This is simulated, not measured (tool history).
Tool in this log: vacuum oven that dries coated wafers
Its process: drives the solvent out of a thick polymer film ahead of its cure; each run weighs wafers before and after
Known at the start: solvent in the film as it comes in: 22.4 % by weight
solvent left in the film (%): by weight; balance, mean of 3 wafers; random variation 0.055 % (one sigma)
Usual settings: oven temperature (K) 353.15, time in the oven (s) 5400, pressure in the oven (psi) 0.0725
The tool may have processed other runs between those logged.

run 1 hour=0 | oven_temperature_(K)=353.15 time_in_the_oven_(s)=5400 pressure_in_the_oven_(psi)=0.0725 | solvent_left_in_the_film_(%)=2.43
run 2 hour=26.3 | oven_temperature_(K)=353.15 time_in_the_oven_(s)=5400 pressure_in_the_oven_(psi)=0.0725 | solvent_left_in_the_film_(%)=2.39
run 3 hour=45.6 | oven_temperature_(K)=353.15 time_in_the_oven_(s)=5400 pressure_in_the_oven_(psi)=0.0663 | solvent_left_in_the_film_(%)=2.35
run 4 hour=61.2 | oven_temperature_(K)=353.15 time_in_the_oven_(s)=5400 pressure_in_the_oven_(psi)=0.0725 | solvent_left_in_the_film_(%)=2.45
run 5 hour=81.3 | oven_temperature_(K)=353.15 time_in_the_oven_(s)=5400 pressure_in_the_oven_(psi)=0.0725 | solvent_left_in_the_film_(%)=2.39
run 6 hour=94.2 | oven_temperature_(K)=360.15 time_in_the_oven_(s)=5400 pressure_in_the_oven_(psi)=0.0725 | solvent_left_in_the_film_(%)=0.94
run 7 hour=117.1 | oven_temperature_(K)=353.15 time_in_the_oven_(s)=5400 pressure_in_the_oven_(psi)=0.0725 | solvent_left_in_the_film_(%)=2.43
run 8 hour=136 | oven_temperature_(K)=353.15 time_in_the_oven_(s)=4020 pressure_in_the_oven_(psi)=0.0725 | solvent_left_in_the_film_(%)=4.11
run 9 hour=161.8 | oven_temperature_(K)=353.15 time_in_the_oven_(s)=4020 pressure_in_the_oven_(psi)=0.0725 | solvent_left_in_the_film_(%)=4
run 10 hour=176 | oven_temperature_(K)=353.15 time_in_the_oven_(s)=4020 pressure_in_the_oven_(psi)=0.0725 | solvent_left_in_the_film_(%)=4.03
run 11 hour=187.7 | oven_temperature_(K)=353.15 time_in_the_oven_(s)=4020 pressure_in_the_oven_(psi)=0.0725 | solvent_left_in_the_film_(%)=4.05
run 12 hour=208.1 | oven_temperature_(K)=353.15 time_in_the_oven_(s)=4020 pressure_in_the_oven_(psi)=0.0725 | solvent_left_in_the_film_(%)=3.98
run 13 hour=219.3 | oven_temperature_(K)=353.15 time_in_the_oven_(s)=4020 pressure_in_the_oven_(psi)=0.0725 | solvent_left_in_the_film_(%)=3.99
run 14 hour=234.5 | oven_temperature_(K)=353.15 time_in_the_oven_(s)=5400 pressure_in_the_oven_(psi)=0.0725 | solvent_left_in_the_film_(%)=2.44
run 15 hour=257.3 | oven_temperature_(K)=353.15 time_in_the_oven_(s)=5400 pressure_in_the_oven_(psi)=0.0725 | solvent_left_in_the_film_(%)=2.46
run 16 hour=272.3 | oven_temperature_(K)=353.15 time_in_the_oven_(s)=5400 pressure_in_the_oven_(psi)=0.0725 | solvent_left_in_the_film_(%)=2.5
run 17 hour=294.3 | oven_temperature_(K)=353.15 time_in_the_oven_(s)=5400 pressure_in_the_oven_(psi)=0.0725 | solvent_left_in_the_film_(%)=2.45
run 18 hour=311.3 | oven_temperature_(K)=353.15 time_in_the_oven_(s)=7320 pressure_in_the_oven_(psi)=0.2411 | solvent_left_in_the_film_(%)=1.92
run 19 hour=333.9 | oven_temperature_(K)=353.15 time_in_the_oven_(s)=7320 pressure_in_the_oven_(psi)=0.2411 | solvent_left_in_the_film_(%)=1.99
run 20 hour=346.5 | oven_temperature_(K)=351.15 time_in_the_oven_(s)=7320 pressure_in_the_oven_(psi)=0.038 | solvent_left_in_the_film_(%)=1.74
run 21 hour=357.7 | oven_temperature_(K)=353.15 time_in_the_oven_(s)=6060 pressure_in_the_oven_(psi)=0.1843 | solvent_left_in_the_film_(%)=2.49
run 22 hour=381.4 | oven_temperature_(K)=353.15 time_in_the_oven_(s)=5400 pressure_in_the_oven_(psi)=0.0464 | solvent_left_in_the_film_(%)=2.43
-- hour=385.4 oven's thermocouples calibrated
run 23 hour=402.2 | oven_temperature_(K)=353.15 time_in_the_oven_(s)=5400 pressure_in_the_oven_(psi)=0.0609 | solvent_left_in_the_film_(%)=2.55
run 24 hour=429 | oven_temperature_(K)=353.15 time_in_the_oven_(s)=5400 pressure_in_the_oven_(psi)=0.0609 | solvent_left_in_the_film_(%)=2.64
run 25 hour=450.9 | oven_temperature_(K)=353.15 time_in_the_oven_(s)=5400 pressure_in_the_oven_(psi)=0.0609 | solvent_left_in_the_film_(%)=2.74
run 26 hour=477.3 | oven_temperature_(K)=350.15 time_in_the_oven_(s)=5400 pressure_in_the_oven_(psi)=0.0679 | solvent_left_in_the_film_(%)=3.68
run 27 hour=496.2 | oven_temperature_(K)=344.15 time_in_the_oven_(s)=5400 pressure_in_the_oven_(psi)=0.2405 | solvent_left_in_the_film_(%)=6.71
run 28 hour=511.9 | oven_temperature_(K)=344.15 time_in_the_oven_(s)=7680 pressure_in_the_oven_(psi)=0.1829 | solvent_left_in_the_film_(%)=4.38
run 29 hour=536.1 | oven_temperature_(K)=361.15 time_in_the_oven_(s)=5400 pressure_in_the_oven_(psi)=0.0569 | solvent_left_in_the_film_(%)=0.95
-- hour=545.1 oven's thermocouples calibrated, once more
run 30 hour=552.8 | oven_temperature_(K)=361.15 time_in_the_oven_(s)=5400 pressure_in_the_oven_(psi)=0.0569 | solvent_left_in_the_film_(%)=0.76
run 31 hour=576.9 | oven_temperature_(K)=349.15 time_in_the_oven_(s)=4920 pressure_in_the_oven_(psi)=0.1259 | solvent_left_in_the_film_(%)=4.31
run 32 hour=604.3 | oven_temperature_(K)=353.15 time_in_the_oven_(s)=3420 pressure_in_the_oven_(psi)=0.0605 | solvent_left_in_the_film_(%)=4.82
run 33 hour=617.5 | oven_temperature_(K)=348.15 time_in_the_oven_(s)=5400 pressure_in_the_oven_(psi)=0.0513 | solvent_left_in_the_film_(%)=3.81
run 34 hour=642.6 | oven_temperature_(K)=349.15 time_in_the_oven_(s)=9060 pressure_in_the_oven_(psi)=0.0513 | solvent_left_in_the_film_(%)=1.4

Branching from run 34: 3 alternative next runs. What would each branch give?
run A hour=669.4 | oven_temperature_(K)=353.15 time_in_the_oven_(s)=6720 pressure_in_the_oven_(psi)=0.1017 | solvent_left_in_the_film_(%)=?
run B hour=669.4 | oven_temperature_(K)=341.15 time_in_the_oven_(s)=5580 pressure_in_the_oven_(psi)=0.0725 | solvent_left_in_the_film_(%)=?
run C hour=669.4 | oven_temperature_(K)=342.15 time_in_the_oven_(s)=4140 pressure_in_the_oven_(psi)=0.0612 | solvent_left_in_the_film_(%)=?

run=A solvent_left_in_the_film_(%)=1.71
run=B solvent_left_in_the_film_(%)=6.69
run=C solvent_left_in_the_film_(%)=8.16
With the hidden condition removed and each run's random variation left untouched, the same runs would have given:
run=A solvent_left_in_the_film_(%)=1.53
run=B solvent_left_in_the_film_(%)=6.43
run=C solvent_left_in_the_film_(%)=7.92

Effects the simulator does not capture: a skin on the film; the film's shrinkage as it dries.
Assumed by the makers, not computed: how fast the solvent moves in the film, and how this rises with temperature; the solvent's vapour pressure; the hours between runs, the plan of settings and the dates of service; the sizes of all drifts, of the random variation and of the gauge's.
